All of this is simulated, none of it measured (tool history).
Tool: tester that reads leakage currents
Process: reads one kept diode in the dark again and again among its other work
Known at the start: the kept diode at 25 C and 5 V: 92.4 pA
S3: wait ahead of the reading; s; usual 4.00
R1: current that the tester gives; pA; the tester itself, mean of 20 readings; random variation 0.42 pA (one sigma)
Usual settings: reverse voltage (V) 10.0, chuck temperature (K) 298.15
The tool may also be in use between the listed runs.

run 1 day=0.000 | reverse_voltage_(V)=10.0 chuck_temperature_(K)=298.15 S3=4.00 | R1=146.11
run 2 day=4.067 | reverse_voltage_(V)=10.0 chuck_temperature_(K)=298.15 S3=2.76 | R1=146.10
run 3 day=7.492 | reverse_voltage_(V)=10.0 chuck_temperature_(K)=298.15 S3=2.40 | R1=146.77
run 4 day=10.238 | reverse_voltage_(V)=10.0 chuck_temperature_(K)=293.15 S3=4.00 | R1=103.27
run 5 day=15.112 | reverse_voltage_(V)=10.0 chuck_temperature_(K)=293.15 S3=4.00 | R1=103.33
run 6 day=19.108 | reverse_voltage_(V)=10.0 chuck_temperature_(K)=298.15 S3=4.00 | R1=148.16
run 7 day=23.917 | reverse_voltage_(V)=10.0 chuck_temperature_(K)=298.15 S3=7.99 | R1=147.72
run 8 day=29.721 | reverse_voltage_(V)=1.9 chuck_temperature_(K)=307.15 S3=3.08 | R1=103.43
run 9 day=35.283 | reverse_voltage_(V)=1.9 chuck_temperature_(K)=307.15 S3=0.54 | R1=103.92
run 10 day=39.417 | reverse_voltage_(V)=10.0 chuck_temperature_(K)=314.15 S3=4.00 | R1=442.35
run 11 day=42.238 | reverse_voltage_(V)=17.3 chuck_temperature_(K)=314.15 S3=3.86 | R1=610.14
run 12 day=47.321 | reverse_voltage_(V)=17.3 chuck_temperature_(K)=314.15 S3=3.86 | R1=622.98

Taken out of this log: 2 entries between the listed runs. Where each belongs, and how the hidden state differs across it:
Between runs 4 and 5: chuck's temperature calibrated (day 10.633)
  stray current of the dirty probe card, pA a volt: 1.181 -> 1.251; current scale over the true one, %: -1.45 -> -1.48; true chuck temperature over the reading, C: -0.05 -> -0.08
  measured less the result without the state, R1: +9.74 -> +10.08 pA
Between runs 11 and 12: chuck's temperature calibrated, once more (day 44.604)
  stray current of the dirty probe card, pA a volt: 1.675 -> 1.751; current scale over the true one, %: -1.64 -> -1.66; true chuck temperature over the reading, C: -0.21 -> -0.04
  measured less the result without the state, R1: +9.75 -> +18.05 pA
